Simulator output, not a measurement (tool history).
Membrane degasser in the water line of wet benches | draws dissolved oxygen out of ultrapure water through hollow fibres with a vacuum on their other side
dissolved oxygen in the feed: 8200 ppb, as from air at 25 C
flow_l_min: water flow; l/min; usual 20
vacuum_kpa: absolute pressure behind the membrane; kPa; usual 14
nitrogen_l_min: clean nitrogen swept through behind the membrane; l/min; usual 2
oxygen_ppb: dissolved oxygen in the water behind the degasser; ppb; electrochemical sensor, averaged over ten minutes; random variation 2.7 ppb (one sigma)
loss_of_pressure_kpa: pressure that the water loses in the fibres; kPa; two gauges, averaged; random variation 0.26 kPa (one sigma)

run	hour	flow_l_min	vacuum_kpa	nitrogen_l_min	oxygen_ppb	loss_of_pressure_kpa
1	0	20	14	2	284	69.9
2	100	20	14	0.92	522.7	70.34
3	173.1	20	14	0.92	537.5	70.44
4	243.6	20	14	0.92	531.4	70.43
5	351.3	20	14	0.92	544	70.79
6	458.7	20	14	2	286.3	70.38
7	521.8	20	14	2	286.4	70.38
8	596.6	20	14	2	286.4	70.74
9	693.6	20	14	2	286.9	70.75
10	750.2	20	14	2	286.6	70.74
11	817.6	20	14	2	290	70.66
12	902.4	20	14	2	291.5	70.7
13	1013.2	19	14	2.5	226.4	67.67
# hour 1101.8: vacuum gauge calibrated
14	1108	29	14	5.51	245.1	103.19
15	1157.4	14	10.7	2.05	141.2	49.51
16	1204.7	14	16.6	1.36	340.4	49.99
17	1262.1	20	33	3.79	406.7	71.03
18	1339.7	20	22	3.13	322	71
19	1405.4	20	22	3.13	319.4	71.03
20	1483.3	20	22	5.65	197.7	71.69
21	1576.3	20	22	5.65	193	71.81
# hour 1624.4: vacuum gauge calibrated, once more
22	1680.6	28	14	2	426.6	100.36

Run 23 comes next. What will it give?
23	1795	28	14	2	?	?

{"run 23": {"oxygen_ppb": 435, "loss_of_pressure_kpa": 100.25}}
Without the tool's hidden state the same run would have given oxygen_ppb 415.5 ppb, loss_of_pressure_kpa 96.56 kPa.

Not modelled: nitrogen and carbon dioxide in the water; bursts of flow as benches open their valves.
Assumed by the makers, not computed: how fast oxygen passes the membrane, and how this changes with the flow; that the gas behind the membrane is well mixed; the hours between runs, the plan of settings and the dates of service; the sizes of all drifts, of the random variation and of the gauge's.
